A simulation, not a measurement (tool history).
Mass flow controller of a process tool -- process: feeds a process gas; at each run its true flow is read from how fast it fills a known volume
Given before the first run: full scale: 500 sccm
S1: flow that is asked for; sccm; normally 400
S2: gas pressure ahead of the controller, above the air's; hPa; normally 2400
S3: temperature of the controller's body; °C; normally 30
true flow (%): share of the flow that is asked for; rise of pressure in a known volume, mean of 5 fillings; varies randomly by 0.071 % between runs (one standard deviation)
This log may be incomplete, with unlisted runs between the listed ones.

run 1 hour=0 | S1=400 S2=2400 S3=30 | true_flow_(%)=99.31
run 2 hour=81.7 | S1=94 S2=2400 S3=30 | true_flow_(%)=97.32
run 3 hour=183 | S1=94 S2=2400 S3=30 | true_flow_(%)=97.23
run 4 hour=255.9 | S1=94 S2=2400 S3=30 | true_flow_(%)=97.18
run 5 hour=323.3 | S1=94 S2=2400 S3=30 | true_flow_(%)=97.13
run 6 hour=389.1 | S1=94 S2=2400 S3=30 | true_flow_(%)=97.1
run 7 hour=475.6 | S1=94 S2=2400 S3=30 | true_flow_(%)=97.08
run 8 hour=563.7 | S1=94 S2=2400 S3=30 | true_flow_(%)=97.02
run 9 hour=628.2 | S1=94 S2=2400 S3=30 | true_flow_(%)=97.01
run 10 hour=730.1 | S1=400 S2=2400 S3=30 | true_flow_(%)=98.98
run 11 hour=789.1 | S1=400 S2=2400 S3=30 | true_flow_(%)=99.06
run 12 hour=869.5 | S1=400 S2=2400 S3=30 | true_flow_(%)=99.04
run 13 hour=917.2 | S1=400 S2=2400 S3=30 | true_flow_(%)=99.04
run 14 hour=968.8 | S1=400 S2=2400 S3=30 | true_flow_(%)=99.06
run 15 hour=1025.6 | S1=400 S2=2400 S3=25 | true_flow_(%)=98.85
run 16 hour=1081.7 | S1=400 S2=2400 S3=25 | true_flow_(%)=98.94
run 17 hour=1126.4 | S1=400 S2=2400 S3=25 | true_flow_(%)=98.9
run 18 hour=1186.6 | S1=54 S2=2550 S3=37 | true_flow_(%)=95.42
run 19 hour=1245.4 | S1=400 S2=1690 S3=28 | true_flow_(%)=99.35
run 20 hour=1342.9 | S1=93 S2=1970 S3=30 | true_flow_(%)=96.65
run 21 hour=1428.5 | S1=275 S2=1610 S3=30 | true_flow_(%)=98.74
run 22 hour=1487.5 | S1=275 S2=2700 S3=30 | true_flow_(%)=98.3
run 23 hour=1552 | S1=275 S2=2700 S3=30 | true_flow_(%)=98.23
run 24 hour=1607.9 | S1=331 S2=2470 S3=23 | true_flow_(%)=98.36
run 25 hour=1680.9 | S1=111 S2=1840 S3=25 | true_flow_(%)=96.85
run 26 hour=1777.5 | S1=111 S2=1840 S3=25 | true_flow_(%)=96.69
run 27 hour=1876.7 | S1=400 S2=2040 S3=22 | true_flow_(%)=98.73
run 28 hour=1946.6 | S1=99 S2=2040 S3=40 | true_flow_(%)=96.72
run 29 hour=2046.3 | S1=99 S2=2040 S3=40 | true_flow_(%)=96.73
run 30 hour=2108.5 | S1=400 S2=2690 S3=27 | true_flow_(%)=98.58
run 31 hour=2189.5 | S1=400 S2=2690 S3=27 | true_flow_(%)=98.55

Predict each of these 5 candidate next runs independently; none follows another, all start after run 31:
run A hour=2286.6 | S1=400 S2=2690 S3=32 | true_flow_(%)=?
run B hour=2286.6 | S1=258 S2=1580 S3=30 | true_flow_(%)=?
run C hour=2286.6 | S1=248 S2=1940 S3=22 | true_flow_(%)=?
run D hour=2286.6 | S1=58 S2=2240 S3=21 | true_flow_(%)=?
run E hour=2286.6 | S1=400 S2=1670 S3=34 | true_flow_(%)=?

run=A true_flow_(%)=98.67
run=B true_flow_(%)=98.36
run=C true_flow_(%)=97.93
run=D true_flow_(%)=94.39
run=E true_flow_(%)=99.05
The same runs, with their run-to-run variation unchanged, on a tool lacking any hidden condition would have given:
run=A true_flow_(%)=99.59
run=B true_flow_(%)=99.55
run=C true_flow_(%)=99.15
run=D true_flow_(%)=98.29
run=E true_flow_(%)=99.97
